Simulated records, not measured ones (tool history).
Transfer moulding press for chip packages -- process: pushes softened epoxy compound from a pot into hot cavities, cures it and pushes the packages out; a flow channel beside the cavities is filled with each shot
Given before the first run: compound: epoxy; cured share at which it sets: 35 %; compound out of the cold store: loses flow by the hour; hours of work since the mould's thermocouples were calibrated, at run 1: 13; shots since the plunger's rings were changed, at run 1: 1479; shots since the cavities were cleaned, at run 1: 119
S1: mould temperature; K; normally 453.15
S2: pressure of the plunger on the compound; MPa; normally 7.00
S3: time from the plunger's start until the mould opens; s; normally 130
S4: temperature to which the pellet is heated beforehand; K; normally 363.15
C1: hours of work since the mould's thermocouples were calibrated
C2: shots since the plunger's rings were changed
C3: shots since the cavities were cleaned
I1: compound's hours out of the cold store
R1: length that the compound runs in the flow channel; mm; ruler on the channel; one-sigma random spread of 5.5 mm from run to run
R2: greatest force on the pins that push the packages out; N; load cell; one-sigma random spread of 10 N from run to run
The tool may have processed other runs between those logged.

Run 1, day 0.000: usual settings; C1 13; C2 1479; C3 119; I1 16.0. Result: R1 625 mm, R2 554 N.
Run 2, day 0.446: usual settings but S4 367.15 K; C1 21; C2 1602; C3 242; I1 30.3. Result: R1 592 mm, R2 628 N.
Run 3, day 0.912: usual settings but S4 367.15 K; C1 30; C2 1731; C3 371; I1 43.2. Result: R1 556 mm, R2 657 N.
Run 4, day 1.533: usual settings but S4 367.15 K; C1 41; C2 1902; C3 542; I1 22.8. Result: R1 611 mm, R2 776 N.
At day 2.267: cavities cleaned with cleaning compound and waxed.
Run 5, day 2.267: usual settings; C1 53; C2 2087; C3 0; I1 36.4. Result: R1 566 mm, R2 461 N.
Run 6, day 2.575: usual settings; C1 59; C2 2171; C3 84; I1 45.4. Result: R1 540 mm, R2 539 N.
Run 7, day 3.112: usual settings but S2 6.55 MPa; C1 69; C2 2320; C3 233; I1 29.4. Result: R1 564 mm, R2 626 N.
Run 8, day 3.404: usual settings but S2 6.05 MPa; C1 74; C2 2400; C3 313; I1 47.9. Result: R1 493 mm, R2 642 N.
Run 9, day 4.017: usual settings; C1 85; C2 2569; C3 482; I1 22.7. Result: R1 603 mm, R2 740 N.
Run 10, day 4.546: usual settings but S4 356.15 K; C1 95; C2 2714; C3 627; I1 23.3. Result: R1 598 mm, R2 805 N.
At day 4.954: cavities cleaned with cleaning compound and waxed.
Run 11, day 5.138: usual settings but S4 356.15 K; C1 105; C2 2860; C3 50; I1 12.3. Result: R1 629 mm, R2 531 N.
Run 12, day 5.417: usual settings but S4 356.15 K; C1 110; C2 2938; C3 128; I1 39.9. Result: R1 554 mm, R2 566 N.
Run 13, day 5.912: usual settings but S4 371.15 K; C1 119; C2 3074; C3 264; I1 47.9. Result: R1 530 mm, R2 640 N.
Run 14, day 6.517: usual settings but S4 371.15 K; C1 130; C2 3241; C3 431; I1 17.9. Result: R1 615 mm, R2 723 N.
Run 15, day 6.912: usual settings but S4 371.15 K; C1 137; C2 3350; C3 540; I1 41.5. Result: R1 544 mm, R2 767 N.
Run 16, day 7.550: usual settings but S2 5.62 MPa, S3 131 s; C1 149; C2 3525; C3 715; I1 22.3. Result: R1 540 mm, R2 817 N.
At day 7.646: cavities cleaned with cleaning compound and waxed.
Run 17, day 8.125: usual settings but S1 450.15 K, S3 148 s; C1 159; C2 3667; C3 133; I1 12.8. Result: R1 626 mm, R2 562 N.
Run 18, day 8.638: usual settings but S1 450.15 K, S3 148 s; C1 168; C2 3808; C3 274; I1 43.4. Result: R1 532 mm, R2 632 N.
Run 19, day 9.262: usual settings but S1 450.15 K, S3 124 s, S4 365.15 K; C1 179; C2 3981; C3 447; I1 45.0. Result: R1 536 mm, R2 826 N.
Run 20, day 9.854: usual settings but S1 451.15 K, S3 158 s; C1 190; C2 4144; C3 610; I1 37.1. Result: R1 546 mm, R2 740 N.
At day 10.358: cavities cleaned with cleaning compound and waxed.
Run 21, day 10.433: usual settings but S2 7.22 MPa, S3 124 s; C1 200; C2 4285; C3 20; I1 26.3. Result: R1 579 mm, R2 514 N.
Run 22, day 10.762: usual settings but S2 7.22 MPa, S3 124 s; C1 206; C2 4377; C3 112; I1 25.8. Result: R1 597 mm, R2 560 N.
Run 23, day 11.288: usual settings but S1 449.15 K, S2 6.79 MPa, S3 167 s, S4 365.15 K; C1 215; C2 4521; C3 256; I1 15.0. Result: R1 617 mm, R2 612 N.
Run 24, day 11.975: usual settings but S1 449.15 K, S2 5.30 MPa, S3 137 s, S4 362.15 K; C1 228; C2 4711; C3 446; I1 18.4. Result: R1 518 mm, R2 798 N.
Run 25, day 12.346: usual settings but S1 449.15 K, S2 5.30 MPa, S3 149 s, S4 371.15 K; C1 235; C2 4813; C3 548; I1 18.7. Result: R1 526 mm, R2 792 N.
At day 13.038: cavities cleaned with cleaning compound and waxed.
Run 26, day 13.038: usual settings but S1 449.15 K, S2 5.30 MPa, S3 149 s, S4 371.15 K; C1 246; C2 4986; C3 0; I1 29.1. Result: R1 492 mm, R2 493 N.
At day 13.288: plunger's sealing rings changed.
Run 27, day 13.471: usual settings but S1 459.15 K, S3 115 s; C1 252; C2 51; C3 91; I1 10.7. Result: R1 656 mm, R2 508 N.
Run 28, day 13.804: usual settings but S1 454.15 K, S2 6.20 MPa, S3 147 s; C1 259; C2 143; C3 183; I1 32.6. Result: R1 557 mm, R2 545 N.

Each row is a separate what-if for the run after 28, all from the same tool condition, not one after another. Results?
Run A, day 14.433: usual settings but S1 454.15 K, S2 7.01 MPa, S3 115 s; C1 270; C2 316; C3 356; I1 22.1. Result: R1 ?, R2 ?.
Run B, day 14.433: usual settings but S1 459.15 K, S2 6.20 MPa, S3 156 s, S4 361.15 K; C1 270; C2 316; C3 356; I1 21.6. Result: R1 ?, R2 ?.
Run C, day 14.433: usual settings but S1 447.15 K, S2 6.66 MPa, S3 115 s; C1 270; C2 316; C3 356; I1 13.8. Result: R1 ?, R2 ?.

run   R1    R2
  A  611   744
  B  581   639
  C  659  1195
Had the tool no hidden state, the same runs would have come out as:
run   R1   R2
  A  617  524
  B  586  434
  C  666  874

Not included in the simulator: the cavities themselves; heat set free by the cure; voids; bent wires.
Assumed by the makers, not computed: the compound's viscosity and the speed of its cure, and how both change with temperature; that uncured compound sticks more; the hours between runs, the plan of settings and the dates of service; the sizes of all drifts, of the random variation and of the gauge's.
